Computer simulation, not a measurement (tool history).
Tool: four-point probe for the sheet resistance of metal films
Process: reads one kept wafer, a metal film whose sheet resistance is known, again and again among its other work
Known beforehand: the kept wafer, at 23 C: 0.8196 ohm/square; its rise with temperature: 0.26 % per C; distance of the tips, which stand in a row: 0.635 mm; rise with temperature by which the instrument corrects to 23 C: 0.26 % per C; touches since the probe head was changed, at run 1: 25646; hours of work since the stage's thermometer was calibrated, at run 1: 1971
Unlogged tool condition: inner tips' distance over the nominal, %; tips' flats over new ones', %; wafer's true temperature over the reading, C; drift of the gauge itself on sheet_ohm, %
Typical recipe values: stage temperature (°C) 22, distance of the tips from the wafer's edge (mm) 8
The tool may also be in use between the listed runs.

run    hour  stage temperature (°C)  distance of the tips from the wafer's edge (mm)  touches since the probe head was changed  hours of work since the stage's thermometer was calibrated  sheet resistance as the instrument gives it (ohm/square)
  1       0                      22                                                8                                     25646                                                        1971                                                  0.824814
  2    69.9                      22                                                8                                     27502                                                        2011                                                  0.825065
  3   186.6                      22                                                6                                     30599                                                        2077                                                  0.827443
  4   287.8                      22                                                8                                     33284                                                        2134                                                  0.825692
  5   394.7                      22                                                8                                     36123                                                        2194                                                  0.825836
  6     500                      22                                                8                                     38918                                                        2254                                                  0.825751
  7   612.2                      22                                                8                                     41895                                                        2317                                                  0.826316
  8   723.9                      22                                                8                                     44860                                                        2380                                                  0.826505
      863.5  -- stage's thermometer calibrated
  9     864                      22                                                8                                     48565                                                           0                                                  0.826773
 10   960.4                      22                                                8                                     51124                                                          55                                                    0.8271
 11    1025                      22                                                8                                     52838                                                          91                                                  0.827041
 12  1084.4                      30                                                8                                     54415                                                         125                                                  0.827371
 13  1153.2                      30                                                8                                     56242                                                         164                                                  0.826856
 14  1211.4                      22                                               15                                     57785                                                         197                                                  0.825435
 15  1309.6                      22                                               15                                     60392                                                         252                                                    0.8256
 16  1387.6                      22                                                8                                     62464                                                         296                                                  0.827784
 17  1489.4                      22                                                8                                     65164                                                         354                                                  0.827826
     1509.9  -- stage's thermometer calibrated, once more
 18  1615.2                      22                                                8                                     68490                                                          60                                                   0.82709
 19  1673.3                      22                                                8                                     70034                                                          92                                                  0.827226
 20  1779.2                      22                                                8                                     72843                                                         152                                                    0.8276
 21  1909.1                      22                                                8                                     76292                                                         226                                                   0.82792
 22  2001.2                      22                                               33                                     78735                                                         278                                                  0.825524
 23  2086.9                      20                                                6                                     81011                                                         326                                                  0.830372
 24  2154.7                      23                                                8                                     82810                                                         364                                                  0.828183
 25  2278.6                      25                                                4                                     86100                                                         434                                                  0.836631
 26  2366.8                      25                                                4                                     88440                                                         484                                                  0.836895
 27  2486.4                      22                                               25                                     91614                                                         552                                                  0.826414
 28  2630.3                      26                                                8                                     95434                                                         633                                                  0.828957
 29  2689.2                      29                                               20                                     96998                                                         666                                                  0.826801
 30  2803.1                      31                                                4                                    100020                                                         731                                                  0.837906
 31  2894.3                      18                                               11                                    102442                                                         782                                                  0.828659
 32  2983.6                      18                                               16                                    104812                                                         833                                                  0.828149
 33  3069.3                      22                                               16                                    107086                                                         881                                                  0.827904
 34    3143                      22                                               16                                    109041                                                         923                                                  0.828681
 35  3211.1                      34                                               20                                    110849                                                         961                                                  0.827667
 36  3343.5                      34                                               20                                    114363                                                        1036                                                  0.828202
 37  3468.4                      30                                               11                                    117678                                                        1107                                                  0.829481

For run 38, what comes out?
 38  3595.5                      30                                               11                                    121053                                                        1179                                                         ?

Run 38 gave sheet resistance as the instrument gives it (ohm/square) 0.830087.
Without the tool's hidden state the same run would have given sheet resistance as the instrument gives it (ohm/square) 0.821196.
